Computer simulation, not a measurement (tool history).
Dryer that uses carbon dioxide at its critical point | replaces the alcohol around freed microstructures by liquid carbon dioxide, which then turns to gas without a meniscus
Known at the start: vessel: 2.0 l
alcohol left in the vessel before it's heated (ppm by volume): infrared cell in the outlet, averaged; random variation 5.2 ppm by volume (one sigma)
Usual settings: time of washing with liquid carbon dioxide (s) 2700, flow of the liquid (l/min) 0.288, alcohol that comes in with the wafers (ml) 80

| run | hour | time of washing with liquid carbon dioxide (s) | flow of the liquid (l/min) | alcohol that comes in with the wafers (ml) | alcohol left in the vessel before it's heated (ppm by volume) |
|---|---|---|---|---|---|
| 1 | 0 | 2700 | 0.288 | 80 | 183 |
| 2 | 23.2 | 2700 | 0.288 | 80 | 185 |
| 3 | 42.3 | 1860 | 0.288 | 80 | 734 |
| 4 | 64.7 | 1860 | 0.288 | 80 | 756 |
| 5 | 92.7 | 4020 | 0.288 | 80 | 98 |
| 6 | 115 | 1680 | 0.288 | 80 | 1098 |
| 7 | 156.3 | 2700 | 0.288 | 48 | 163 |
| 8 | 189.4 | 2700 | 0.288 | 48 | 166 |
| 9 | 210.8 | 2700 | 0.288 | 23 | 148 |
| 10 | 247.7 | 2700 | 0.288 | 23 | 148 |
| 11 | 286.7 | 2700 | 0.396 | 23 | 106 |
| 12 | 315.9 | 2700 | 0.396 | 23 | 117 |
| 13 | 359.1 | 2040 | 0.265 | 80 | 903 |
| 14 | 377.6 | 2040 | 0.428 | 80 | 193 |
| 15 | 402.1 | 2040 | 0.428 | 80 | 192 |
| 16 | 430.2 | 2040 | 0.428 | 26 | 141 |
|  | 446.2 | inlet filter changed |
| 17 | 471.7 | 2700 | 0.314 | 41 | 144 |

The next listed run, before its measurement:
| 18 | 494.7 | 3600 | 0.288 | 80 | ? |

Run 18 gave alcohol left in the vessel before it's heated (ppm by volume) 129.
Without the tool's hidden state the same run would have given alcohol left in the vessel before it's heated (ppm by volume) 11.

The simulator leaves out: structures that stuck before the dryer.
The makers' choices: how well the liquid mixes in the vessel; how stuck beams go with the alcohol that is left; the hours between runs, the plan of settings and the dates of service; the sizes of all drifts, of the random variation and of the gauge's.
